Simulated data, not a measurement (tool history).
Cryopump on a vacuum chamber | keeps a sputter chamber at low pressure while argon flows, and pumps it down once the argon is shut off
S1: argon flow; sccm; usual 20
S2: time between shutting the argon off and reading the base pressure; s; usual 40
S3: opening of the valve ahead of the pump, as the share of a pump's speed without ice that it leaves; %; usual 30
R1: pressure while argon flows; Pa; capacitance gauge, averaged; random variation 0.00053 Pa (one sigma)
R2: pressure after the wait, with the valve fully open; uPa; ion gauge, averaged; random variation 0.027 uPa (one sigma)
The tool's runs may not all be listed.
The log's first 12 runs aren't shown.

Run 13, hour 262.4: usual settings. Result: R1 0.0476 Pa, R2 2.85 uPa.
Run 14, hour 282.3: usual settings but S1 36 sccm. Result: R1 0.0884 Pa, R2 2.84 uPa.
Run 15, hour 312: usual settings but S1 36 sccm. Result: R1 0.0882 Pa, R2 2.87 uPa.
Run 16, hour 334.2: usual settings but S2 262 s. Result: R1 0.0494 Pa, R2 1.98 uPa.
Run 17, hour 364.9: usual settings but S2 262 s. Result: R1 0.0491 Pa, R2 2.01 uPa.
Run 18, hour 384.3: usual settings but S1 15 sccm, S2 124 s, S3 21 %. Result: R1 0.053 Pa, R2 2.24 uPa.
Run 19, hour 407.7: usual settings but S1 11 sccm, S2 192 s, S3 54 %. Result: R1 0.0168 Pa, R2 2.07 uPa.
Run 20, hour 432.6: usual settings but S1 19 sccm, S3 33 %. Result: R1 0.0428 Pa, R2 3.03 uPa.
Run 21, hour 465.9: usual settings but S2 28 s, S3 17 %. Result: R1 0.0843 Pa, R2 3.39 uPa.
Run 22, hour 500.6: usual settings but S1 13 sccm, S2 43 s, S3 53 %. Result: R1 0.0201 Pa, R2 2.9 uPa.
Run 23, hour 533.1: usual settings but S3 58 %. Result: R1 0.0279 Pa, R2 3.02 uPa.
Run 24, hour 551.4: usual settings but S3 58 %. Result: R1 0.0284 Pa, R2 3.03 uPa.
Run 25, hour 567: usual settings but S3 58 %. Result: R1 0.0275 Pa, R2 3 uPa.
Run 26, hour 600.9: usual settings but S2 241 s, S3 44 %. Result: R1 0.035 Pa, R2 2.25 uPa.
Run 27, hour 620.1: usual settings but S1 18 sccm, S3 46 %. Result: R1 0.0314 Pa, R2 3.16 uPa.
Run 28, hour 645.7: usual settings but S1 9 sccm, S2 56 s, S3 31 %. Result: R1 0.0205 Pa, R2 2.86 uPa.
Run 29, hour 679.4: usual settings but S1 27 sccm, S2 56 s, S3 18 %. Result: R1 0.1109 Pa, R2 2.83 uPa.
Run 30, hour 715.6: usual settings but S1 27 sccm, S2 56 s, S3 18 %. Result: R1 0.1118 Pa, R2 2.93 uPa.
Run 31, hour 744: usual settings but S1 34 sccm, S2 100 s. Result: R1 0.0867 Pa, R2 2.62 uPa.
Run 32, hour 766.2: usual settings but S1 34 sccm, S2 100 s. Result: R1 0.0877 Pa, R2 2.72 uPa.
Run 33, hour 800.2: usual settings but S1 16 sccm, S2 289 s, S3 43 %. Result: R1 0.0302 Pa, R2 2.48 uPa.

Forecast each of these 4 alternatives for the next run:
Run A, hour 826.5: usual settings but S1 8 sccm, S2 289 s, S3 17 %. Result: R1 ?, R2 ?.
Run B, hour 826.5: usual settings but S2 190 s, S3 26 %. Result: R1 ?, R2 ?.
Run C, hour 826.5: usual settings but S1 34 sccm, S3 45 %. Result: R1 ?, R2 ?.
Run D, hour 826.5: usual settings but S1 16 sccm, S2 60 s, S3 43 %. Result: R1 ?, R2 ?.

run      R1    R2
  A  0.0349  2.39
  B  0.0603  2.48
  C   0.062  3.32
  D  0.0289  3.05
Without the tool's hidden state the same runs would have given:
run      R1    R2
  A  0.0328  0.25
  B   0.055   0.3
  C  0.0529  1.15
  D  0.0247  0.82

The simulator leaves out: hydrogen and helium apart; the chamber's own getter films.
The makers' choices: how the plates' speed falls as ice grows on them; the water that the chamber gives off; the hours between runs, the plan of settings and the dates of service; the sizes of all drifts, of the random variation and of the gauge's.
